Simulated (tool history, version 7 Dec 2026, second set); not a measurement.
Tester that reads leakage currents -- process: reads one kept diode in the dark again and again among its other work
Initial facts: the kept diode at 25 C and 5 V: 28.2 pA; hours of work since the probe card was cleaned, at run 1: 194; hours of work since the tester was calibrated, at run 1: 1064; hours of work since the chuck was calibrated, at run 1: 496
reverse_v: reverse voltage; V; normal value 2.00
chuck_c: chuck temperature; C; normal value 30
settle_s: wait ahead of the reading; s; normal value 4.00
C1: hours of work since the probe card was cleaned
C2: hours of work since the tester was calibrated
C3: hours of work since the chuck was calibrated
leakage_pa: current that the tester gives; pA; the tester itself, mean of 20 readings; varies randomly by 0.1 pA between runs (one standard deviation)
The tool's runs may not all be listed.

run 1 day=0.000 | reverse_v=2.00 chuck_c=30 settle_s=4.00 | C1=194 C2=1064 C3=496 | leakage_pa=30.58
run 2 day=0.800 | reverse_v=2.00 chuck_c=30 settle_s=4.00 | C1=209 C2=1080 C3=511 | leakage_pa=30.57
run 3 day=1.512 | reverse_v=2.00 chuck_c=30 settle_s=4.00 | C1=223 C2=1093 C3=525 | leakage_pa=30.69
run 4 day=2.142 | reverse_v=2.00 chuck_c=30 settle_s=4.00 | C1=235 C2=1105 C3=537 | leakage_pa=30.72
run 5 day=3.525 | reverse_v=15.05 chuck_c=30 settle_s=4.00 | C1=261 C2=1132 C3=564 | leakage_pa=74.01
run 6 day=4.571 | reverse_v=2.00 chuck_c=30 settle_s=4.00 | C1=281 C2=1152 C3=584 | leakage_pa=30.68
run 7 day=5.842 | reverse_v=2.00 chuck_c=30 settle_s=4.00 | C1=306 C2=1176 C3=608 | leakage_pa=30.48
run 8 day=7.300 | reverse_v=2.00 chuck_c=30 settle_s=4.00 | C1=334 C2=1204 C3=636 | leakage_pa=30.50
-- day=8.304 chuck's temperature calibrated
run 9 day=8.646 | reverse_v=2.00 chuck_c=30 settle_s=4.00 | C1=358 C2=1229 C3=7 | leakage_pa=30.72
run 10 day=9.267 | reverse_v=2.00 chuck_c=27 settle_s=4.00 | C1=370 C2=1241 C3=19 | leakage_pa=23.08
run 11 day=9.883 | reverse_v=2.00 chuck_c=27 settle_s=4.00 | C1=382 C2=1252 C3=30 | leakage_pa=23.13
run 12 day=11.129 | reverse_v=2.00 chuck_c=27 settle_s=4.00 | C1=406 C2=1276 C3=54 | leakage_pa=23.15
run 13 day=12.304 | reverse_v=2.00 chuck_c=27 settle_s=4.00 | C1=428 C2=1299 C3=77 | leakage_pa=23.12
run 14 day=13.100 | reverse_v=2.00 chuck_c=27 settle_s=4.00 | C1=443 C2=1314 C3=92 | leakage_pa=23.18
run 15 day=13.858 | reverse_v=2.26 chuck_c=33 settle_s=4.00 | C1=458 C2=1329 C3=107 | leakage_pa=42.62
run 16 day=15.121 | reverse_v=2.26 chuck_c=33 settle_s=4.00 | C1=482 C2=1353 C3=131 | leakage_pa=42.65
run 17 day=16.467 | reverse_v=2.55 chuck_c=50 settle_s=1.05 | C1=508 C2=1379 C3=156 | leakage_pa=192.83
run 18 day=17.321 | reverse_v=1.23 chuck_c=50 settle_s=0.41 | C1=524 C2=1395 C3=173 | leakage_pa=140.79
run 19 day=18.062 | reverse_v=2.00 chuck_c=48 settle_s=4.00 | C1=538 C2=1409 C3=187 | leakage_pa=147.87
run 20 day=19.329 | reverse_v=2.00 chuck_c=44 settle_s=4.12 | C1=563 C2=1433 C3=211 | leakage_pa=105.36
run 21 day=20.600 | reverse_v=15.49 chuck_c=45 settle_s=0.70 | C1=587 C2=1458 C3=236 | leakage_pa=279.90
run 22 day=21.342 | reverse_v=15.49 chuck_c=45 settle_s=0.70 | C1=601 C2=1472 C3=250 | leakage_pa=282.57
run 23 day=22.408 | reverse_v=3.35 chuck_c=45 settle_s=1.04 | C1=622 C2=1492 C3=270 | leakage_pa=142.95
run 24 day=23.192 | reverse_v=3.35 chuck_c=45 settle_s=1.04 | C1=637 C2=1507 C3=285 | leakage_pa=143.99
run 25 day=24.058 | reverse_v=7.44 chuck_c=37 settle_s=8.12 | C1=653 C2=1524 C3=302 | leakage_pa=101.49

Branching from run 25: 5 alternative next runs. What would each branch give?
run A day=25.246 | reverse_v=2.80 chuck_c=46 settle_s=6.07 | C1=676 C2=1547 C3=325 | leakage_pa=?
run B day=25.246 | reverse_v=5.85 chuck_c=28 settle_s=5.43 | C1=676 C2=1547 C3=325 | leakage_pa=?
run C day=25.246 | reverse_v=2.21 chuck_c=30 settle_s=2.66 | C1=676 C2=1547 C3=325 | leakage_pa=?
run D day=25.246 | reverse_v=5.95 chuck_c=37 settle_s=8.12 | C1=676 C2=1547 C3=325 | leakage_pa=?
run E day=25.246 | reverse_v=1.37 chuck_c=37 settle_s=0.41 | C1=676 C2=1547 C3=325 | leakage_pa=?

run=A leakage_pa=145.23
run=B leakage_pa=40.54
run=C leakage_pa=31.98
run=D leakage_pa=92.35
run=E leakage_pa=49.75
Without the tool's unlogged condition, the same runs would have read:
run=A leakage_pa=145.35
run=B leakage_pa=40.57
run=C leakage_pa=32.00
run=D leakage_pa=92.41
run=E leakage_pa=49.80
